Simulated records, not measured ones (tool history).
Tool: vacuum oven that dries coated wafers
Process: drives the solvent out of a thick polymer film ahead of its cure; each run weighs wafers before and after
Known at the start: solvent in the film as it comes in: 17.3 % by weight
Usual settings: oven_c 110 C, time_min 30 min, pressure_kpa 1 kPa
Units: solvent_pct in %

| run | hour | oven_c | time_min | pressure_kpa | solvent_pct |
|---|---|---|---|---|---|
| 1 | 0 | 110 | 30 | 1 | 2.21 |
| 2 | 83.3 | 110 | 30 | 1 | 2.26 |
| 3 | 132.4 | 110 | 34 | 1 | 1.89 |
| 4 | 211.4 | 110 | 34 | 1 | 1.88 |
| 5 | 304.2 | 110 | 34 | 1 | 1.85 |
| 6 | 366.7 | 110 | 20 | 1 | 3.66 |
|  | 443.3 | vacuum gauge cleaned of residue and calibrated |
| 7 | 452.4 | 110 | 20 | 1 | 3.32 |
| 8 | 524.5 | 110 | 20 | 1 | 3.35 |
|  | 543.4 | oven's thermocouples calibrated |
| 9 | 614.9 | 121 | 30 | 1 | 0.62 |
| 10 | 669.2 | 110 | 30 | 1 | 2.19 |
| 11 | 749.1 | 110 | 30 | 1 | 2.22 |
| 12 | 803.5 | 115 | 30 | 1 | 1.28 |
| 13 | 879.3 | 115 | 30 | 1 | 1.21 |
| 14 | 938.6 | 99 | 30 | 1 | 5.7 |
| 15 | 999.3 | 99 | 30 | 1 | 5.66 |
| 16 | 1055.1 | 110 | 30 | 1 | 2.17 |
| 17 | 1114 | 110 | 30 | 0.51 | 1.86 |
| 18 | 1185.8 | 111 | 30 | 1 | 1.9 |
| 19 | 1277.9 | 111 | 30 | 1 | 2 |
| 20 | 1358.1 | 110 | 30 | 1 | 2.16 |
| 21 | 1438.4 | 110 | 30 | 1 | 2.1 |
| 22 | 1487.5 | 110 | 30 | 1 | 2.12 |
| 23 | 1534.8 | 110 | 30 | 1 | 2.14 |
|  | 1566.7 | oven's thermocouples calibrated |
| 24 | 1579.9 | 124 | 50 | 2.32 | 1.11 |
| 25 | 1661 | 124 | 50 | 2.32 | 1.09 |
| 26 | 1716.1 | 102 | 18 | 1.04 | 7.24 |
| 27 | 1794.2 | 124 | 31 | 1 | 0.63 |
| 28 | 1885.1 | 112 | 31 | 1.9 | 2.27 |
| 29 | 1931.3 | 112 | 31 | 2.93 | 2.88 |
| 30 | 2014.2 | 116 | 19 | 1.58 | 2.57 |
| 31 | 2067.4 | 117 | 30 | 1 | 1.06 |
| 32 | 2144.8 | 117 | 30 | 1 | 1.07 |
| 33 | 2211.1 | 110 | 30 | 3.47 | 3.69 |
| 34 | 2274.2 | 114 | 27 | 1.03 | 1.72 |
| 35 | 2351.5 | 101 | 27 | 1.38 | 5.66 |
|  | 2426.5 | vacuum gauge cleaned of residue and calibrated |
| 36 | 2440.6 | 97 | 19 | 3.14 | 9.35 |
| 37 | 2510.6 | 97 | 19 | 3.14 | 9.29 |
|  | 2592.3 | oven's thermocouples calibrated |
| 38 | 2600.7 | 110 | 30 | 0.85 | 2.24 |
| 39 | 2685.6 | 110 | 30 | 0.85 | 2.25 |
| 40 | 2761.2 | 100 | 30 | 0.86 | 5.44 |
| 41 | 2853.2 | 106 | 32 | 1 | 3.07 |
| 42 | 2907 | 120 | 45 | 2.56 | 1.32 |
| 43 | 2981.5 | 108 | 33 | 0.85 | 2.38 |
| 44 | 3054.9 | 108 | 33 | 0.85 | 2.37 |
| 45 | 3118.1 | 108 | 33 | 0.85 | 2.35 |
| 46 | 3168.7 | 106 | 30 | 1 | 3.31 |

Measured less the same run without the tool's hidden state. The same run-to-run variation is in both; the gauge's scatter may not be:
The hidden state here: true wafer temperature over the reading, C; true pressure over the reading, kPa; drift of the gauge itself on solvent_pct, %.
| run | solvent_pct |
|---|---|
| 1 | +0.13 |
| 2 | +0.12 |
| 3 | +0.15 |
| 4 | +0.15 |
| 5 | +0.14 |
| 6 | -0.04 |
| 7 | -0.39 |
| 8 | -0.41 |
| 9 | +0.03 |
| 10 | +0.09 |
| 11 | +0.08 |
| 12 | +0.07 |
| 13 | +0.06 |
| 14 | +0.06 |
| 15 | +0.05 |
| 16 | +0.06 |
| 17 | +0.05 |
| 18 | +0.04 |
| 19 | +0.04 |
| 20 | +0.03 |
| 21 | +0.02 |
| 22 | +0.02 |
| 23 | +0.01 |
| 24 | +0.14 |
| 25 | +0.15 |
| 26 | +0.16 |
| 27 | +0.16 |
| 28 | +0.18 |
| 29 | +0.17 |
| 30 | +0.1 |
| 31 | +0.18 |
| 32 | +0.19 |
| 33 | +0.13 |
| 34 | +0.14 |
| 35 | +0.05 |
| 36 | -0.32 |
| 37 | -0.34 |
| 38 | +0.21 |
| 39 | +0.2 |
| 40 | +0.27 |
| 41 | +0.21 |
| 42 | +0.08 |
| 43 | +0.18 |
| 44 | +0.17 |
| 45 | +0.17 |
| 46 | +0.16 |
